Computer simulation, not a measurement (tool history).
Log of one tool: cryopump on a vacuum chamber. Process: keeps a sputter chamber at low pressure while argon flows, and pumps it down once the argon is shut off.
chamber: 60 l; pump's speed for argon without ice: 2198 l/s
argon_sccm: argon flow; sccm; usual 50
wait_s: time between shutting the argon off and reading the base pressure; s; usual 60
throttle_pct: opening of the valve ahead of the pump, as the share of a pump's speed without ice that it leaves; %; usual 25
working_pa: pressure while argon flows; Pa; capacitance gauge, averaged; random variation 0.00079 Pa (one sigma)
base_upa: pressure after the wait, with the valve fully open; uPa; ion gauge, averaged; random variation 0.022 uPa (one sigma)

| run | day | argon_sccm | wait_s | throttle_pct | working_pa | base_upa |
|---|---|---|---|---|---|---|
| 1 | 0.000 | 50 | 60 | 25 | 0.1626 | 0.89 |
| 2 | 1.088 | 50 | 60 | 25 | 0.1631 | 0.91 |
| 3 | 2.200 | 50 | 60 | 25 | 0.1629 | 0.91 |
| 4 | 3.779 | 50 | 60 | 25 | 0.1643 | 0.96 |
| 5 | 5.600 | 50 | 60 | 25 | 0.1664 | 0.96 |
| 6 | 6.962 | 50 | 60 | 25 | 0.1656 | 1.05 |
| 7 | 8.058 | 50 | 60 | 25 | 0.1673 | 1.02 |
| 8 | 9.504 | 50 | 60 | 25 | 0.1699 | 1.06 |
| 9 | 11.479 | 23 | 60 | 25 | 0.0788 | 1.11 |
| 10 | 13.479 | 23 | 60 | 25 | 0.0795 | 1.13 |
| 11 | 14.675 | 23 | 60 | 25 | 0.0811 | 1.21 |
| 12 | 15.958 | 23 | 60 | 25 | 0.0811 | 1.23 |
|  | 16.471 | pump warmed up, emptied and cooled again |
| 13 | 17.008 | 50 | 60 | 25 | 0.1550 | 0.94 |
| 14 | 18.417 | 50 | 60 | 25 | 0.1559 | 1.00 |
| 15 | 20.421 | 50 | 60 | 25 | 0.1573 | 1.07 |
| 16 | 21.533 | 50 | 60 | 25 | 0.1584 | 1.01 |
| 17 | 22.458 | 29 | 60 | 25 | 0.0916 | 1.04 |
| 18 | 24.171 | 63 | 60 | 33 | 0.1524 | 1.12 |
| 19 | 25.792 | 63 | 60 | 33 | 0.1543 | 1.14 |
| 20 | 26.979 | 50 | 28 | 21 | 0.1900 | 1.61 |
| 21 | 28.317 | 50 | 28 | 21 | 0.1906 | 1.59 |
| 22 | 29.988 | 50 | 99 | 21 | 0.1907 | 1.00 |
| 23 | 31.229 | 50 | 99 | 21 | 0.1917 | 1.08 |
| 24 | 33.192 | 50 | 103 | 17 | 0.2363 | 1.09 |
| 25 | 34.592 | 28 | 60 | 25 | 0.0929 | 1.31 |
| 26 | 35.450 | 28 | 60 | 25 | 0.0940 | 1.35 |
| 27 | 36.992 | 28 | 60 | 25 | 0.0923 | 1.32 |
| 28 | 38.171 | 28 | 60 | 25 | 0.0943 | 1.38 |
| 29 | 39.221 | 85 | 260 | 29 | 0.2511 | 1.08 |
| 30 | 40.217 | 85 | 66 | 42 | 0.1824 | 1.37 |
| 31 | 41.696 | 85 | 66 | 42 | 0.1833 | 1.46 |
| 32 | 42.646 | 85 | 66 | 42 | 0.1860 | 1.45 |
| 33 | 44.067 | 85 | 66 | 42 | 0.1879 | 1.55 |
| 34 | 45.750 | 80 | 48 | 59 | 0.1363 | 1.74 |

Hidden state or all else? Some run-to-run changes of working_pa, split into what the settings, what came in and random variation would give without the hidden state, and what is left for the hidden state (with any gauge scatter that isn't in both results):
The hidden state here: pump's speed, % of a pump's without ice; cold plate's temperature, K; leak into the chamber, uPa l/s; drift of the gauge itself on working_pa, %; drift of the gauge itself on base_upa, %.
Run 8 -> 9: argon_sccm 50 -> 23. working_pa -0.0911 Pa: hidden state -0.0077, all else -0.0834.
Run 12 -> 13: argon_sccm 23 -> 50, pump warmed up, emptied and cooled again. working_pa +0.0739 Pa: hidden state -0.0081, all else +0.0820.
Run 24 -> 25: argon_sccm 50 -> 28, wait_s 103 -> 60, throttle_pct 17 -> 25. working_pa -0.1434 Pa: hidden state -0.0042, all else -0.1392.
Run 28 -> 29: argon_sccm 28 -> 85, wait_s 60 -> 260, throttle_pct 25 -> 29. working_pa +0.1568 Pa: hidden state +0.0174, all else +0.1394.
